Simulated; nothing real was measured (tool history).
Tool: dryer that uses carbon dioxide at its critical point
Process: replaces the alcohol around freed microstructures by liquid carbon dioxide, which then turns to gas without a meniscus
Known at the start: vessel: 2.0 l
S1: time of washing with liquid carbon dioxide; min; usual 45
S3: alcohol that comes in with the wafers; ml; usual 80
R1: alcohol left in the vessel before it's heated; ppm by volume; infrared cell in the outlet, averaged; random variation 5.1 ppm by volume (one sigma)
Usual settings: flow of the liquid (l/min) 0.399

Run 1, hour 0.0: usual settings. Result: R1 66 ppm by volume.
Run 2, hour 8.6: usual settings. Result: R1 64 ppm by volume.
Run 3, hour 15.6: usual settings. Result: R1 64 ppm by volume.
Run 4, hour 20.2: usual settings but S3 102 ml. Result: R1 81 ppm by volume.
Run 5, hour 29.7: usual settings but S3 102 ml. Result: R1 83 ppm by volume.
Run 6, hour 36.0: usual settings but S3 102 ml. Result: R1 85 ppm by volume.
Run 7, hour 43.4: usual settings but S3 102 ml. Result: R1 96 ppm by volume.
Run 8, hour 53.0: usual settings but S3 44 ml. Result: R1 32 ppm by volume.
Run 9, hour 60.8: usual settings but S3 44 ml. Result: R1 33 ppm by volume.
Run 10, hour 66.3: usual settings but S3 44 ml. Result: R1 44 ppm by volume.
Run 11, hour 74.8: usual settings. Result: R1 72 ppm by volume.
Run 12, hour 82.9: usual settings. Result: R1 73 ppm by volume.
Run 13, hour 88.3: usual settings. Result: R1 69 ppm by volume.
Run 14, hour 96.2: usual settings. Result: R1 65 ppm by volume.
Run 15, hour 104.5: usual settings but S1 51 min. Result: R1 36 ppm by volume.
Run 16, hour 113.0: usual settings. Result: R1 63 ppm by volume.
Run 17, hour 117.0: usual settings. Result: R1 76 ppm by volume.
Run 18, hour 123.8: usual settings. Result: R1 78 ppm by volume.
Run 19, hour 128.2: usual settings but S3 97 ml. Result: R1 87 ppm by volume.
Run 20, hour 134.2: usual settings but S3 97 ml. Result: R1 80 ppm by volume.
Run 21, hour 143.1: usual settings but S3 97 ml. Result: R1 92 ppm by volume.
Run 22, hour 150.8: usual settings but flow of the liquid (l/min) 0.369. Result: R1 108 ppm by volume.
Run 23, hour 159.7: usual settings but flow of the liquid (l/min) 0.369. Result: R1 115 ppm by volume.
Run 24, hour 168.0: usual settings but flow of the liquid (l/min) 0.654, S3 105 ml. Result: R1 15 ppm by volume.
Run 25, hour 175.2: usual settings but flow of the liquid (l/min) 0.654, S3 105 ml. Result: R1 23 ppm by volume.
Run 26, hour 183.9: usual settings but S1 33 min, flow of the liquid (l/min) 0.654, S3 105 ml. Result: R1 42 ppm by volume.
Run 27, hour 190.5: usual settings but S1 29 min, flow of the liquid (l/min) 0.302, S3 92 ml. Result: R1 1892 ppm by volume.
Run 28, hour 199.3: usual settings but S1 29 min, flow of the liquid (l/min) 0.302, S3 92 ml. Result: R1 1968 ppm by volume.
Run 29, hour 206.4: usual settings but S1 29 min, flow of the liquid (l/min) 0.302, S3 92 ml. Result: R1 1897 ppm by volume.
Run 30, hour 213.2: usual settings but flow of the liquid (l/min) 0.509. Result: R1 35 ppm by volume.
Run 31, hour 218.3: usual settings but S1 35 min, flow of the liquid (l/min) 0.287, S3 107 ml. Result: R1 1372 ppm by volume.
Run 32, hour 224.4: usual settings but flow of the liquid (l/min) 0.670, S3 27 ml. Result: R1 14 ppm by volume.
Run 33, hour 233.4: usual settings but flow of the liquid (l/min) 0.476, S3 112 ml. Result: R1 50 ppm by volume.
Run 34, hour 239.1: usual settings but flow of the liquid (l/min) 0.476, S3 112 ml. Result: R1 46 ppm by volume.
Run 35, hour 247.4: usual settings but S1 70 min, flow of the liquid (l/min) 0.388. Result: R1 17 ppm by volume.
Run 36, hour 255.4: usual settings but S1 70 min, flow of the liquid (l/min) 0.480, S3 115 ml. Result: R1 17 ppm by volume.
Run 37, hour 259.5: usual settings but S1 70 min, flow of the liquid (l/min) 0.625, S3 115 ml. Result: R1 16 ppm by volume.
Run 38, hour 264.1: usual settings but flow of the liquid (l/min) 0.570, S3 62 ml. Result: R1 25 ppm by volume.
Run 39, hour 271.0: usual settings but flow of the liquid (l/min) 0.570, S3 62 ml. Result: R1 15 ppm by volume.
Run 40, hour 277.7: usual settings but flow of the liquid (l/min) 0.670, S3 39 ml. Result: R1 16 ppm by volume.
Run 41, hour 283.1: usual settings but S1 69 min, flow of the liquid (l/min) 0.259. Result: R1 72 ppm by volume.

Forecast each of these 5 alternatives for the next run:
Run A, hour 287.3: usual settings but S1 27 min, flow of the liquid (l/min) 0.259. Result: R1 ?.
Run B, hour 287.3: usual settings but S1 33 min, flow of the liquid (l/min) 0.531, S3 47 ml. Result: R1 ?.
Run C, hour 287.3: usual settings but S1 69 min, flow of the liquid (l/min) 0.259, S3 65 ml. Result: R1 ?.
Run D, hour 287.3: usual settings but S1 69 min, flow of the liquid (l/min) 0.502. Result: R1 ?.
Run E, hour 287.3: usual settings but S1 41 min, flow of the liquid (l/min) 0.519, S3 75 ml. Result: R1 ?.

run    R1
  A  3184
  B    75
  C    73
  D    14
  E    37
Without the tool's hidden state the same runs would have given:
run    R1
  A  2706
  B    45
  C    44
  D     2
  E    17
